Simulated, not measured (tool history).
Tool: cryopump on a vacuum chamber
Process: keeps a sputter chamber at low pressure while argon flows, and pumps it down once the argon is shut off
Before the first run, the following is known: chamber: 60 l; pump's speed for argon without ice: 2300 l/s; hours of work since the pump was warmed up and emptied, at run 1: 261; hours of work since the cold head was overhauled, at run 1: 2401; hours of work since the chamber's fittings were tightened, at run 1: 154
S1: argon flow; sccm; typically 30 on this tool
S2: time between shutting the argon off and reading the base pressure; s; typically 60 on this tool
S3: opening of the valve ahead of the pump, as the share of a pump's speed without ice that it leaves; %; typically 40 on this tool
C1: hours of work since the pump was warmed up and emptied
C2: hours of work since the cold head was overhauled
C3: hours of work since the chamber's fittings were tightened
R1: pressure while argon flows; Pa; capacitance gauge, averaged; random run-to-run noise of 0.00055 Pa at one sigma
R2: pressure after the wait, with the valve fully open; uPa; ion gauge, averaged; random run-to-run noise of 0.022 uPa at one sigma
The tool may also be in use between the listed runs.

run 1 hour=0 | S1=30 S2=60 S3=40 | C1=261 C2=2401 C3=154 | R1=0.0582 R2=0.86
run 2 hour=60.8 | S1=30 S2=60 S3=40 | C1=305 C2=2445 C3=198 | R1=0.0587 R2=0.95
run 3 hour=118.1 | S1=30 S2=60 S3=40 | C1=347 C2=2486 C3=240 | R1=0.0594 R2=1.06
run 4 hour=206.4 | S1=30 S2=60 S3=16 | C1=411 C2=2550 C3=304 | R1=0.1444 R2=1.2
run 5 hour=278.2 | S1=30 S2=60 S3=40 | C1=463 C2=2602 C3=356 | R1=0.0617 R2=1.3
run 6 hour=360.9 | S1=14 S2=60 S3=40 | C1=522 C2=2662 C3=415 | R1=0.0292 R2=1.5
run 7 hour=433.1 | S1=30 S2=23 S3=40 | C1=575 C2=2714 C3=468 | R1=0.0644 R2=2.32
run 8 hour=494 | S1=30 S2=60 S3=40 | C1=619 C2=2758 C3=512 | R1=0.0653 R2=1.81
-- hour=571.7 pump warmed up, emptied and cooled again
run 9 hour=583.5 | S1=38 S2=60 S3=40 | C1=9 C2=2819 C3=573 | R1=0.0707 R2=1.49
run 10 hour=666.5 | S1=40 S2=95 S3=40 | C1=69 C2=2880 C3=633 | R1=0.0757 R2=1.5
run 11 hour=754.3 | S1=21 S2=95 S3=40 | C1=132 C2=2943 C3=696 | R1=0.0398 R2=1.69
run 12 hour=797.5 | S1=21 S2=95 S3=40 | C1=163 C2=2974 C3=728 | R1=0.0399 R2=1.73
run 13 hour=891.5 | S1=21 S2=95 S3=40 | C1=231 C2=3042 C3=796 | R1=0.0409 R2=1.96
run 14 hour=978.3 | S1=30 S2=55 S3=35 | C1=294 C2=3105 C3=858 | R1=0.0671 R2=2.28
run 15 hour=1061.1 | S1=30 S2=55 S3=35 | C1=354 C2=3165 C3=918 | R1=0.0685 R2=2.42
run 16 hour=1119.8 | S1=30 S2=55 S3=35 | C1=397 C2=3207 C3=961 | R1=0.0687 R2=2.57
run 17 hour=1190.8 | S1=30 S2=236 S3=23 | C1=448 C2=3259 C3=1012 | R1=0.1033 R2=2.34
-- hour=1232.9 leaking fittings of the chamber tightened, without venting
run 18 hour=1237 | S1=30 S2=236 S3=23 | C1=480 C2=3291 C3=3 | R1=0.1023 R2=0.29

Branching from run 18: 3 alternative next runs. What would each branch give?
run A hour=1312.2 | S1=31 S2=31 S3=23 | C1=534 C2=3345 C3=57 | R1=? R2=?
run B hour=1312.2 | S1=38 S2=60 S3=41 | C1=534 C2=3345 C3=57 | R1=? R2=?
run C hour=1312.2 | S1=30 S2=146 S3=58 | C1=534 C2=3345 C3=57 | R1=? R2=?

run=A R1=0.1085 R2=1.08
run=B R1=0.0797 R2=0.67
run=C R1=0.0463 R2=0.5
With no hidden state in the tool, these same runs would have given:
run=A R1=0.0997 R2=0.9
run=B R1=0.0689 R2=0.49
run=C R1=0.0378 R2=0.31
